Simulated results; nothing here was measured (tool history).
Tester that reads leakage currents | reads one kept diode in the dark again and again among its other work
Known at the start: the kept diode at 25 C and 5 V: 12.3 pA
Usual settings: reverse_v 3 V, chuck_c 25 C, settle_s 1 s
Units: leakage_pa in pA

run 1 hour=0 | reverse_v=3 chuck_c=25 settle_s=1 | leakage_pa=10.91
run 2 hour=24.9 | reverse_v=3 chuck_c=25 settle_s=1 | leakage_pa=11.15
run 3 hour=53.5 | reverse_v=3 chuck_c=25 settle_s=2.74 | leakage_pa=10.69
run 4 hour=92.8 | reverse_v=3 chuck_c=25 settle_s=2.74 | leakage_pa=10.82
-- hour=102.6 chuck's temperature calibrated
run 5 hour=112 | reverse_v=3 chuck_c=25 settle_s=2.74 | leakage_pa=12.68
run 6 hour=130.2 | reverse_v=3 chuck_c=25 settle_s=2.74 | leakage_pa=12.67
run 7 hour=147.7 | reverse_v=3 chuck_c=25 settle_s=2.74 | leakage_pa=12.64
run 8 hour=177.8 | reverse_v=3 chuck_c=25 settle_s=1 | leakage_pa=13.1
run 9 hour=214.3 | reverse_v=3 chuck_c=25 settle_s=1 | leakage_pa=13.05
run 10 hour=247.4 | reverse_v=17.08 chuck_c=25 settle_s=1 | leakage_pa=35.93
run 11 hour=275.9 | reverse_v=3 chuck_c=25 settle_s=0.42 | leakage_pa=13.76
run 12 hour=304.4 | reverse_v=3 chuck_c=25 settle_s=0.42 | leakage_pa=13.95
run 13 hour=329.7 | reverse_v=3 chuck_c=25 settle_s=1 | leakage_pa=13.01
run 14 hour=359.7 | reverse_v=3 chuck_c=25 settle_s=1 | leakage_pa=13.07
run 15 hour=397.8 | reverse_v=3 chuck_c=25 settle_s=1 | leakage_pa=13.05
run 16 hour=414.1 | reverse_v=3.51 chuck_c=46 settle_s=1 | leakage_pa=54.87
run 17 hour=446.9 | reverse_v=2.99 chuck_c=23 settle_s=7.12 | leakage_pa=11.12
run 18 hour=474.3 | reverse_v=2.99 chuck_c=23 settle_s=7.12 | leakage_pa=11.05
run 19 hour=496.3 | reverse_v=2.99 chuck_c=23 settle_s=7.12 | leakage_pa=11.06
run 20 hour=512.4 | reverse_v=2.99 chuck_c=23 settle_s=7.12 | leakage_pa=11.05
run 21 hour=541.7 | reverse_v=11.39 chuck_c=25 settle_s=1.07 | leakage_pa=28.32
run 22 hour=565.1 | reverse_v=11.39 chuck_c=25 settle_s=1.07 | leakage_pa=28.42
run 23 hour=588.8 | reverse_v=11.39 chuck_c=25 settle_s=1.07 | leakage_pa=28.4
run 24 hour=613.8 | reverse_v=7.53 chuck_c=25 settle_s=2.28 | leakage_pa=21.22
run 25 hour=630 | reverse_v=19.54 chuck_c=25 settle_s=2.28 | leakage_pa=38.9
run 26 hour=668.6 | reverse_v=19.54 chuck_c=25 settle_s=2.28 | leakage_pa=38.86
run 27 hour=693.6 | reverse_v=19.54 chuck_c=25 settle_s=2.28 | leakage_pa=39.33

5 ways to go on from here, each from the tool as it stands after run 27. What would each give?
run A hour=729 | reverse_v=1.91 chuck_c=41 settle_s=2.28 | leakage_pa=?
run B hour=729 | reverse_v=15.19 chuck_c=25 settle_s=0.67 | leakage_pa=?
run C hour=729 | reverse_v=1.67 chuck_c=22 settle_s=0.93 | leakage_pa=?
run D hour=729 | reverse_v=3 chuck_c=44 settle_s=3.74 | leakage_pa=?
run E hour=729 | reverse_v=3 chuck_c=25 settle_s=0.45 | leakage_pa=?

run=A leakage_pa=29.94
run=B leakage_pa=36.14
run=C leakage_pa=8.01
run=D leakage_pa=44.26
run=E leakage_pa=13.85
Without the tool's hidden state the same runs would have given:
run=A leakage_pa=29.15
run=B leakage_pa=23.22
run=C leakage_pa=6.75
run=D leakage_pa=42.88
run=E leakage_pa=11.52

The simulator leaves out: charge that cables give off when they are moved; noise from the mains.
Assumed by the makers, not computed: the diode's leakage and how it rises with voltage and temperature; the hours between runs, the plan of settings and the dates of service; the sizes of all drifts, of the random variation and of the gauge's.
